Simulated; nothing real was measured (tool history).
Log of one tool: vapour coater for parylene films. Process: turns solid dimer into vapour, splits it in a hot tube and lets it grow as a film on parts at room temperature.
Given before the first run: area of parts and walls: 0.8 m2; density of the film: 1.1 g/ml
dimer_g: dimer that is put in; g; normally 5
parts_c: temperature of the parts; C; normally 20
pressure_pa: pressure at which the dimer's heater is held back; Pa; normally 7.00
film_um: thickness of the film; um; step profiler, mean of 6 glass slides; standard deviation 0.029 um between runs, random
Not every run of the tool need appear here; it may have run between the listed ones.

| run | hour | dimer_g | parts_c | pressure_pa | film_um |
|---|---|---|---|---|---|
| 1 | 0.0 | 5 | 20 | 7.00 | 2.27 |
| 2 | 18.6 | 5 | 20 | 7.00 | 2.28 |
|  | 34.2 | trap's valve overhauled |
| 3 | 42.7 | 5 | 20 | 7.00 | 2.60 |
| 4 | 57.2 | 5 | 20 | 4.65 | 2.84 |
| 5 | 75.3 | 5 | 20 | 4.65 | 2.84 |
| 6 | 89.0 | 5 | 20 | 4.65 | 2.82 |
| 7 | 98.6 | 5 | 20 | 4.65 | 2.78 |
| 8 | 117.5 | 5 | 20 | 7.00 | 2.55 |
|  | 119.4 | table's thermometer calibrated |
| 9 | 131.6 | 5 | 20 | 7.00 | 2.56 |
| 10 | 143.5 | 5 | 20 | 7.00 | 2.60 |
| 11 | 153.7 | 5 | 20 | 7.00 | 2.61 |
|  | 159.1 | table's thermometer calibrated, once more |
| 12 | 166.1 | 5 | 20 | 2.83 | 3.13 |
| 13 | 175.7 | 5 | 20 | 2.83 | 3.09 |
| 14 | 193.4 | 5 | 28 | 3.30 | 2.54 |
| 15 | 204.5 | 6 | 20 | 7.00 | 3.09 |
| 16 | 216.5 | 3 | 20 | 8.12 | 1.46 |
| 17 | 226.2 | 3 | 20 | 8.12 | 1.50 |
| 18 | 243.8 | 5 | 23 | 7.00 | 2.37 |
| 19 | 257.0 | 7 | 20 | 3.19 | 4.14 |
| 20 | 268.5 | 9 | 18 | 2.27 | 5.90 |
| 21 | 276.8 | 6 | 29 | 2.94 | 3.00 |
| 22 | 288.2 | 6 | 29 | 2.94 | 3.04 |
| 23 | 308.6 | 6 | 29 | 2.94 | 2.98 |
| 24 | 317.5 | 5 | 23 | 5.12 | 2.52 |
| 25 | 335.8 | 5 | 14 | 7.00 | 2.89 |
| 26 | 344.4 | 7 | 20 | 7.00 | 3.52 |

Here are 3 independent what-if runs from the current tool condition. What would each one return?
| A | 360.3 | 7 | 20 | 3.06 | ? |
| B | 360.3 | 7 | 15 | 2.34 | ? |
| C | 360.3 | 4 | 21 | 3.11 | ? |

| run | film_um |
|---|---|
| A | 4.13 |
| B | 4.89 |
| C | 2.31 |
Without the tool's hidden state the same runs would have given:
| run | film_um |
|---|---|
| A | 4.33 |
| B | 5.12 |
| C | 2.42 |
